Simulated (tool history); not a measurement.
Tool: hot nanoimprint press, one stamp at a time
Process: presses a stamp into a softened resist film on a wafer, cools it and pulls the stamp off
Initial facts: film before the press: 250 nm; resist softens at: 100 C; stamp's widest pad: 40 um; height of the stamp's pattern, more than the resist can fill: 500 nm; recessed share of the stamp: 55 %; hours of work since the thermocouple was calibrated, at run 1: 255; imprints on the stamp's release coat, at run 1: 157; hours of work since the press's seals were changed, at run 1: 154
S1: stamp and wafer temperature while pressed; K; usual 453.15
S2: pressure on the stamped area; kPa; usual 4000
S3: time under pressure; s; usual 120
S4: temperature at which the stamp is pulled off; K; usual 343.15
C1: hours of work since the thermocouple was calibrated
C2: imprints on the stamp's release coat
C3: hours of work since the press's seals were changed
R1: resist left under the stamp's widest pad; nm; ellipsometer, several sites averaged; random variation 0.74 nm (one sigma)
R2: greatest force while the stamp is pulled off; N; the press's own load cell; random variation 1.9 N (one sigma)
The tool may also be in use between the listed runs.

{"run": 1, "hour": 0.0, "S1": 453.15, "S2": 4000, "S3": 120, "S4": 343.15, "C1": 255, "C2": 157, "C3": 154, "R1": 105.7, "R2": 210}
{"run": 2, "hour": 23.8, "S1": 453.15, "S2": 4000, "S3": 120, "S4": 343.15, "C1": 267, "C2": 227, "C3": 167, "R1": 106.5, "R2": 208}
{"run": 3, "hour": 62.9, "S1": 452.15, "S2": 4000, "S3": 120, "S4": 343.15, "C1": 288, "C2": 343, "C3": 188, "R1": 111.4, "R2": 210}
{"run": 4, "hour": 93.2, "S1": 453.15, "S2": 4000, "S3": 120, "S4": 343.15, "C1": 305, "C2": 433, "C3": 204, "R1": 104.8, "R2": 213}
{"run": 5, "hour": 115.1, "S1": 453.15, "S2": 4000, "S3": 120, "S4": 333.15, "C1": 317, "C2": 498, "C3": 216, "R1": 104.9, "R2": 271}
{"hour": 141.0, "done": "stamp cleaned and given a new release coat"}
{"run": 6, "hour": 141.0, "S1": 453.15, "S2": 2780, "S3": 120, "S4": 343.15, "C1": 327, "C2": 0, "C3": 227, "R1": 125.6, "R2": 206}
{"run": 7, "hour": 170.6, "S1": 453.15, "S2": 2780, "S3": 120, "S4": 343.15, "C1": 343, "C2": 88, "C3": 243, "R1": 126.4, "R2": 207}
{"run": 8, "hour": 193.5, "S1": 453.15, "S2": 2780, "S3": 120, "S4": 343.15, "C1": 356, "C2": 155, "C3": 255, "R1": 123.7, "R2": 206}
{"hour": 231.7, "done": "plate thermocouple calibrated"}
{"run": 9, "hour": 238.6, "S1": 457.15, "S2": 2780, "S3": 120, "S4": 343.15, "C1": 4, "C2": 280, "C3": 278, "R1": 108.5, "R2": 215}
{"run": 10, "hour": 265.5, "S1": 457.15, "S2": 2780, "S3": 120, "S4": 343.15, "C1": 18, "C2": 360, "C3": 292, "R1": 110, "R2": 218}
{"run": 11, "hour": 296.3, "S1": 457.15, "S2": 2780, "S3": 120, "S4": 339.15, "C1": 35, "C2": 451, "C3": 309, "R1": 109.5, "R2": 238}
{"run": 12, "hour": 327.1, "S1": 457.15, "S2": 2780, "S3": 120, "S4": 339.15, "C1": 51, "C2": 542, "C3": 326, "R1": 110.8, "R2": 246}
{"hour": 336.9, "done": "stamp cleaned and given a new release coat"}
{"run": 13, "hour": 379.9, "S1": 447.15, "S2": 2780, "S3": 120, "S4": 339.15, "C1": 77, "C2": 127, "C3": 351, "R1": 163.9, "R2": 234}
{"run": 14, "hour": 412.1, "S1": 447.15, "S2": 2780, "S3": 120, "S4": 339.15, "C1": 94, "C2": 222, "C3": 368, "R1": 163.4, "R2": 236}
{"run": 15, "hour": 451.5, "S1": 447.15, "S2": 2780, "S3": 120, "S4": 339.15, "C1": 115, "C2": 339, "C3": 389, "R1": 161.8, "R2": 240}
{"run": 16, "hour": 494.5, "S1": 444.15, "S2": 4950, "S3": 120, "S4": 343.15, "C1": 138, "C2": 466, "C3": 412, "R1": 145.2, "R2": 217}
{"run": 17, "hour": 518.3, "S1": 444.15, "S2": 4950, "S3": 120, "S4": 343.15, "C1": 151, "C2": 537, "C3": 425, "R1": 143.1, "R2": 216}
{"hour": 529.8, "done": "stamp cleaned and given a new release coat"}
{"run": 18, "hour": 549.8, "S1": 444.15, "S2": 4950, "S3": 120, "S4": 343.15, "C1": 165, "C2": 59, "C3": 439, "R1": 145.9, "R2": 210}
{"run": 19, "hour": 584.9, "S1": 444.15, "S2": 4950, "S3": 120, "S4": 331.15, "C1": 184, "C2": 163, "C3": 458, "R1": 143.8, "R2": 276}
{"run": 20, "hour": 617.5, "S1": 444.15, "S2": 4950, "S3": 120, "S4": 331.15, "C1": 201, "C2": 260, "C3": 475, "R1": 142.2, "R2": 280}
{"run": 21, "hour": 647.4, "S1": 457.15, "S2": 3290, "S3": 130, "S4": 330.15, "C1": 217, "C2": 348, "C3": 492, "R1": 96.4, "R2": 290}
{"run": 22, "hour": 667.1, "S1": 458.15, "S2": 5360, "S3": 120, "S4": 332.15, "C1": 228, "C2": 407, "C3": 502, "R1": 73.4, "R2": 279}
{"run": 23, "hour": 700.4, "S1": 458.15, "S2": 3080, "S3": 120, "S4": 335.15, "C1": 246, "C2": 505, "C3": 520, "R1": 97.7, "R2": 265}
{"hour": 723.5, "done": "stamp cleaned and given a new release coat"}
{"run": 24, "hour": 734.9, "S1": 461.15, "S2": 3080, "S3": 120, "S4": 335.15, "C1": 261, "C2": 34, "C3": 535, "R1": 85.9, "R2": 255}
{"run": 25, "hour": 778.1, "S1": 442.15, "S2": 4000, "S3": 120, "S4": 346.15, "C1": 285, "C2": 162, "C3": 559, "R1": 168.1, "R2": 195}
{"run": 26, "hour": 810.7, "S1": 442.15, "S2": 4000, "S3": 82, "S4": 346.15, "C1": 302, "C2": 258, "C3": 576, "R1": 184, "R2": 194}
{"run": 27, "hour": 842.7, "S1": 442.15, "S2": 4000, "S3": 82, "S4": 347.15, "C1": 319, "C2": 353, "C3": 594, "R1": 182.7, "R2": 190}
{"run": 28, "hour": 879.4, "S1": 453.15, "S2": 3630, "S3": 143, "S4": 343.15, "C1": 339, "C2": 462, "C3": 613, "R1": 103, "R2": 214}

Predict each of these 3 candidate next runs independently; none follows another, all start after run 28:
{"run": "A", "hour": 902.6, "S1": 462.15, "S2": 4500, "S3": 235, "S4": 343.15, "C1": 352, "C2": 531, "C3": 626, "R1": "?", "R2": "?"}
{"run": "B", "hour": 902.6, "S1": 441.15, "S2": 5390, "S3": 204, "S4": 343.15, "C1": 352, "C2": 531, "C3": 626, "R1": "?", "R2": "?"}
{"run": "C", "hour": 902.6, "S1": 453.15, "S2": 2900, "S3": 143, "S4": 348.15, "C1": 352, "C2": 531, "C3": 626, "R1": "?", "R2": "?"}

run=A R1=50 R2=215
run=B R1=130.6 R2=214
run=C R1=115.3 R2=184
Had the tool no hidden state, the same runs would have come out as:
run=A R1=52.1 R2=212
run=B R1=136.5 R2=210
run=C R1=120.4 R2=182
